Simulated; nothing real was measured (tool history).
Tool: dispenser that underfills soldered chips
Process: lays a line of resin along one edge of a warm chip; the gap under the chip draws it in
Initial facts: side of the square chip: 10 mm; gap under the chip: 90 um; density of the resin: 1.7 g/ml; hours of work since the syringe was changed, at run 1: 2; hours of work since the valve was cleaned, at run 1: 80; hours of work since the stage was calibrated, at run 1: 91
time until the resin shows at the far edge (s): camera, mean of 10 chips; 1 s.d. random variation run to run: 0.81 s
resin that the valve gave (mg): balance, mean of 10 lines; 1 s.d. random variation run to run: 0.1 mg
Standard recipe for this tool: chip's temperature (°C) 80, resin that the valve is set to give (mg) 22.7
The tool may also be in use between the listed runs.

| run | hour | chip's temperature (°C) | resin that the valve is set to give (mg) | hours of work since the syringe was changed | hours of work since the valve was cleaned | hours of work since the stage was calibrated | time until the resin shows at the far edge (s) | resin that the valve gave (mg) |
|---|---|---|---|---|---|---|---|---|
| 1 | 0.0 | 80 | 22.7 | 2 | 80 | 91 | 94.4 | 21.97 |
|  | 5.2 | new syringe of resin |
| 2 | 5.2 | 80 | 22.7 | 0 | 84 | 95 | 77.0 | 21.81 |
| 3 | 9.8 | 80 | 22.7 | 4 | 87 | 99 | 104.3 | 21.97 |
|  | 13.8 | new syringe of resin |
| 4 | 15.5 | 80 | 22.7 | 1 | 92 | 103 | 86.5 | 21.89 |
|  | 22.3 | new syringe of resin |
| 5 | 23.3 | 80 | 21.2 | 1 | 98 | 109 | 85.0 | 20.46 |
|  | 30.7 | new syringe of resin |
| 6 | 30.9 | 88 | 22.7 | 0 | 103 | 115 | 55.6 | 21.81 |
| 7 | 36.2 | 80 | 22.7 | 4 | 108 | 119 | 113.3 | 21.73 |
|  | 39.0 | new syringe of resin |
| 8 | 41.8 | 80 | 22.7 | 2 | 112 | 123 | 91.3 | 21.73 |
| 9 | 45.7 | 80 | 22.7 | 5 | 115 | 126 | 114.7 | 21.77 |
|  | 47.4 | new syringe of resin |
| 10 | 51.3 | 80 | 20.3 | 3 | 119 | 130 | 101.3 | 19.25 |
|  | 55.6 | new syringe of resin |
| 11 | 58.9 | 82 | 20.3 | 3 | 125 | 136 | 91.8 | 19.33 |
|  | 64.0 | new syringe of resin |
| 12 | 65.2 | 76 | 23.0 | 1 | 129 | 141 | 98.6 | 21.80 |
|  | 72.4 | new syringe of resin |
| 13 | 73.4 | 79 | 19.9 | 1 | 136 | 147 | 90.3 | 18.92 |
|  | 80.9 | new syringe of resin |
| 14 | 81.5 | 79 | 19.9 | 0 | 142 | 153 | 86.3 | 18.83 |

Expected results for the next run?
| 15 | 85.5 | 65 | 21.5 | 4 | 145 | 156 | ? | ? |

time until the resin shows at the far edge (s): 209.8
resin that the valve gave (mg): 20.31
Were there no unlogged condition in the tool, this run, its random variation unchanged, would have produced time until the resin shows at the far edge (s) 150.8, resin that the valve gave (mg) 21.52.
